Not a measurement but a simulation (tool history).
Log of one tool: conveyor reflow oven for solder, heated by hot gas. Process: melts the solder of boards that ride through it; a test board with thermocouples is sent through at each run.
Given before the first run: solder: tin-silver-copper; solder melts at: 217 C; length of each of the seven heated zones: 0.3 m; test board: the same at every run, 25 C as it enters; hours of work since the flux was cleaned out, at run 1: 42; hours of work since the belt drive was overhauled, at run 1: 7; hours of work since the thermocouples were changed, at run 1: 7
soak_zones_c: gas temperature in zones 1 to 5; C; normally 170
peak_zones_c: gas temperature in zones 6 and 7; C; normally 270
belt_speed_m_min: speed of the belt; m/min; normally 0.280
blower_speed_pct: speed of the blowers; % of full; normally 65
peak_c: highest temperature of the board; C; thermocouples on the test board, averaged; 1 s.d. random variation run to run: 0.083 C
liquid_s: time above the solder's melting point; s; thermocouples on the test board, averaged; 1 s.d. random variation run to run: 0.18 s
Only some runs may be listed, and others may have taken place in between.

run	day	soak_zones_c	peak_zones_c	belt_speed_m_min	blower_speed_pct	hours of work since the flux was cleaned out	hours of work since the belt drive was overhauled	hours of work since the thermocouples were changed	peak_c	liquid_s
1	0.000	170	270	0.280	65	42	7	7	254.06	96.4
2	0.421	170	270	0.280	65	46	11	11	254.21	96.5
3	0.758	170	270	0.280	65	50	14	14	254.09	96.7
4	1.371	170	270	0.280	65	56	21	21	254.17	96.5
5	1.896	170	270	0.280	65	62	26	26	254.05	96.4
6	2.242	170	270	0.280	65	65	30	30	253.84	96.5
7	2.846	170	270	0.280	65	72	36	36	253.87	96.7
8	3.308	170	270	0.280	65	76	41	41	254.01	96.4
9	3.783	175	270	0.318	65	81	46	46	250.62	82.2
10	4.146	175	270	0.318	65	85	49	49	250.67	82.2
11	4.671	172	270	0.234	70	90	55	55	259.82	126.8
12	5.154	172	270	0.331	86	95	60	60	252.19	79.7
13	5.617	170	270	0.263	70	100	65	65	256.65	106.4
14	5.888	171	270	0.327	80	103	67	67	251.40	79.4
15	6.454	169	270	0.327	80	109	73	73	250.90	78.0
16	6.812	158	270	0.327	63	112	77	77	245.53	65.1

Here are 5 independent what-if runs from the current tool condition. What would each one return?
A	7.100	170	270	0.225	83	115	80	80	?	?
B	7.100	170	270	0.267	65	115	80	80	?	?
C	7.100	159	270	0.327	61	115	80	80	?	?
D	7.100	167	270	0.268	65	115	80	80	?	?
E	7.100	170	267	0.257	65	115	80	80	?	?

run	peak_c	liquid_s
A	261.83	134.0
B	255.27	103.5
C	245.23	65.2
D	254.79	100.6
E	253.78	106.1
Had the tool no hidden state, the same runs would have come out as:
run	peak_c	liquid_s
A	262.64	134.9
B	256.23	104.7
C	246.47	67.0
D	255.78	101.9
E	254.69	107.3
